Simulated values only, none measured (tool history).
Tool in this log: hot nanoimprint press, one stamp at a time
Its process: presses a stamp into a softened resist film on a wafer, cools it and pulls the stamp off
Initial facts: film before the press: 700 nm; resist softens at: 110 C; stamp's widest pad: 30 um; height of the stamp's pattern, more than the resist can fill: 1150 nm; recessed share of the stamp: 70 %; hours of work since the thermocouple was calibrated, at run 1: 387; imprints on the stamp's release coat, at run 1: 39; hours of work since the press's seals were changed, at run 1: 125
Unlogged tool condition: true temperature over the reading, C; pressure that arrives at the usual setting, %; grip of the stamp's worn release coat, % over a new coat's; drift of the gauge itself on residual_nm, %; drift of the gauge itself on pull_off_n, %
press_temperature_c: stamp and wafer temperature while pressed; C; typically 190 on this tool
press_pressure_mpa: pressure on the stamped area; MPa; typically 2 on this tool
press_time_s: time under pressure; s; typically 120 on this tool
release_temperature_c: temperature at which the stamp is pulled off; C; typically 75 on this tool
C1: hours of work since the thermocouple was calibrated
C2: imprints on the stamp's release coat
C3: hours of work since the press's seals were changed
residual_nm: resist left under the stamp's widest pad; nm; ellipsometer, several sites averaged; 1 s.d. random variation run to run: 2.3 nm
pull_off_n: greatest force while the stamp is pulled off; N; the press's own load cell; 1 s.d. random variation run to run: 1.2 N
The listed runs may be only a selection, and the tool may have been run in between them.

run 1 hour=0 | press_temperature_c=190 press_pressure_mpa=2 press_time_s=120 release_temperature_c=75 | C1=387 C2=39 C3=125 | residual_nm=348.5 pull_off_n=111
run 2 hour=44.6 | press_temperature_c=190 press_pressure_mpa=2 press_time_s=120 release_temperature_c=70 | C1=406 C2=118 C3=145 | residual_nm=349 pull_off_n=116
run 3 hour=81.2 | press_temperature_c=190 press_pressure_mpa=2 press_time_s=120 release_temperature_c=70 | C1=422 C2=182 C3=161 | residual_nm=343.1 pull_off_n=118
-- hour=91 plate thermocouple calibrated
run 4 hour=143.9 | press_temperature_c=190 press_pressure_mpa=2 press_time_s=120 release_temperature_c=70 | C1=23 C2=288 C3=187 | residual_nm=340.8 pull_off_n=118
run 5 hour=186.5 | press_temperature_c=190 press_pressure_mpa=2 press_time_s=120 release_temperature_c=69 | C1=42 C2=363 C3=205 | residual_nm=336.4 pull_off_n=118
run 6 hour=242.5 | press_temperature_c=190 press_pressure_mpa=2 press_time_s=120 release_temperature_c=69 | C1=66 C2=461 C3=230 | residual_nm=336.9 pull_off_n=121
run 7 hour=290.6 | press_temperature_c=190 press_pressure_mpa=2 press_time_s=120 release_temperature_c=69 | C1=87 C2=546 C3=251 | residual_nm=338.8 pull_off_n=124
-- hour=322.6 stamp cleaned and given a new release coat
run 8 hour=340.1 | press_temperature_c=190 press_pressure_mpa=2 press_time_s=120 release_temperature_c=69 | C1=106 C2=31 C3=270 | residual_nm=338.7 pull_off_n=114
-- hour=356.6 plate thermocouple calibrated, once more
run 9 hour=386.1 | press_temperature_c=189 press_pressure_mpa=2 press_time_s=120 release_temperature_c=75 | C1=13 C2=107 C3=289 | residual_nm=386 pull_off_n=113
run 10 hour=460.1 | press_temperature_c=189 press_pressure_mpa=2 press_time_s=120 release_temperature_c=75 | C1=45 C2=237 C3=321 | residual_nm=387.3 pull_off_n=112
run 11 hour=528.8 | press_temperature_c=189 press_pressure_mpa=2 press_time_s=120 release_temperature_c=75 | C1=75 C2=359 C3=351 | residual_nm=387.7 pull_off_n=116
run 12 hour=579.9 | press_temperature_c=189 press_pressure_mpa=2 press_time_s=120 release_temperature_c=75 | C1=98 C2=449 C3=374 | residual_nm=384.6 pull_off_n=120
run 13 hour=611.9 | press_temperature_c=189 press_pressure_mpa=2 press_time_s=120 release_temperature_c=75 | C1=112 C2=505 C3=388 | residual_nm=384.9 pull_off_n=119
-- hour=667.9 stamp cleaned and given a new release coat
run 14 hour=683.6 | press_temperature_c=189 press_pressure_mpa=2 press_time_s=120 release_temperature_c=75 | C1=140 C2=28 C3=416 | residual_nm=381.3 pull_off_n=110
run 15 hour=713.6 | press_temperature_c=189 press_pressure_mpa=2 press_time_s=120 release_temperature_c=75 | C1=154 C2=81 C3=429 | residual_nm=375.6 pull_off_n=110
run 16 hour=782.5 | press_temperature_c=189 press_pressure_mpa=2.1 press_time_s=120 release_temperature_c=71 | C1=184 C2=202 C3=460 | residual_nm=371.1 pull_off_n=116
run 17 hour=851.7 | press_temperature_c=189 press_pressure_mpa=2.1 press_time_s=120 release_temperature_c=71 | C1=214 C2=325 C3=490 | residual_nm=374.5 pull_off_n=119
run 18 hour=911.9 | press_temperature_c=189 press_pressure_mpa=2.1 press_time_s=120 release_temperature_c=71 | C1=240 C2=431 C3=516 | residual_nm=369.8 pull_off_n=119
run 19 hour=955.3 | press_temperature_c=192 press_pressure_mpa=1.51 press_time_s=104 release_temperature_c=63 | C1=259 C2=507 C3=535 | residual_nm=391 pull_off_n=130
-- hour=1010.1 stamp cleaned and given a new release coat
run 20 hour=1030.7 | press_temperature_c=192 press_pressure_mpa=1.51 press_time_s=104 release_temperature_c=63 | C1=290 C2=37 C3=566 | residual_nm=389.6 pull_off_n=120
run 21 hour=1091.9 | press_temperature_c=190 press_pressure_mpa=1.39 press_time_s=120 release_temperature_c=61 | C1=316 C2=145 C3=592 | residual_nm=412.7 pull_off_n=125
run 22 hour=1147.5 | press_temperature_c=190 press_pressure_mpa=2.62 press_time_s=161 release_temperature_c=68 | C1=341 C2=243 C3=617 | residual_nm=282.5 pull_off_n=121
run 23 hour=1220.6 | press_temperature_c=186 press_pressure_mpa=2.18 press_time_s=153 release_temperature_c=69 | C1=373 C2=372 C3=649 | residual_nm=370 pull_off_n=121
-- hour=1272.3 press's hydraulic seals changed and the load cell set to zero
run 24 hour=1285.6 | press_temperature_c=186 press_pressure_mpa=2.18 press_time_s=153 release_temperature_c=69 | C1=398 C2=472 C3=6 | residual_nm=361 pull_off_n=122
run 25 hour=1327.5 | press_temperature_c=187 press_pressure_mpa=2.18 press_time_s=209 release_temperature_c=69 | C1=416 C2=546 C3=24 | residual_nm=309.3 pull_off_n=121
-- hour=1354.7 plate thermocouple calibrated
-- hour=1360.7 stamp cleaned and given a new release coat
run 26 hour=1377.1 | press_temperature_c=187 press_pressure_mpa=2.18 press_time_s=209 release_temperature_c=69 | C1=7 C2=29 C3=42 | residual_nm=337 pull_off_n=118
run 27 hour=1450.7 | press_temperature_c=194 press_pressure_mpa=2.33 press_time_s=109 release_temperature_c=70 | C1=39 C2=159 C3=74 | residual_nm=301.9 pull_off_n=117
run 28 hour=1482.2 | press_temperature_c=186 press_pressure_mpa=2.33 press_time_s=109 release_temperature_c=70 | C1=53 C2=214 C3=88 | residual_nm=419.4 pull_off_n=119
run 29 hour=1552.9 | press_temperature_c=186 press_pressure_mpa=2.33 press_time_s=111 release_temperature_c=73 | C1=84 C2=339 C3=119 | residual_nm=414.7 pull_off_n=115

Below are 4 alternative next runs, each starting from the tool's condition after run 29. Predict each:
run A hour=1595.7 | press_temperature_c=182 press_pressure_mpa=2 press_time_s=82 release_temperature_c=75 | C1=103 C2=414 C3=138 | residual_nm=? pull_off_n=?
run B hour=1595.7 | press_temperature_c=186 press_pressure_mpa=2.33 press_time_s=111 release_temperature_c=61 | C1=103 C2=414 C3=138 | residual_nm=? pull_off_n=?
run C hour=1595.7 | press_temperature_c=201 press_pressure_mpa=2 press_time_s=207 release_temperature_c=61 | C1=103 C2=414 C3=138 | residual_nm=? pull_off_n=?
run D hour=1595.7 | press_temperature_c=190 press_pressure_mpa=2 press_time_s=75 release_temperature_c=80 | C1=103 C2=414 C3=138 | residual_nm=? pull_off_n=?

run=A residual_nm=531.2 pull_off_n=115
run=B residual_nm=410.9 pull_off_n=131
run=C residual_nm=183.3 pull_off_n=131
run=D residual_nm=427.1 pull_off_n=114
Take away the tool's hidden state, keep each run's random variation, and the runs would have read:
run=A residual_nm=537.4 pull_off_n=109
run=B residual_nm=417.6 pull_off_n=124
run=C residual_nm=186.7 pull_off_n=124
run=D residual_nm=433.6 pull_off_n=108

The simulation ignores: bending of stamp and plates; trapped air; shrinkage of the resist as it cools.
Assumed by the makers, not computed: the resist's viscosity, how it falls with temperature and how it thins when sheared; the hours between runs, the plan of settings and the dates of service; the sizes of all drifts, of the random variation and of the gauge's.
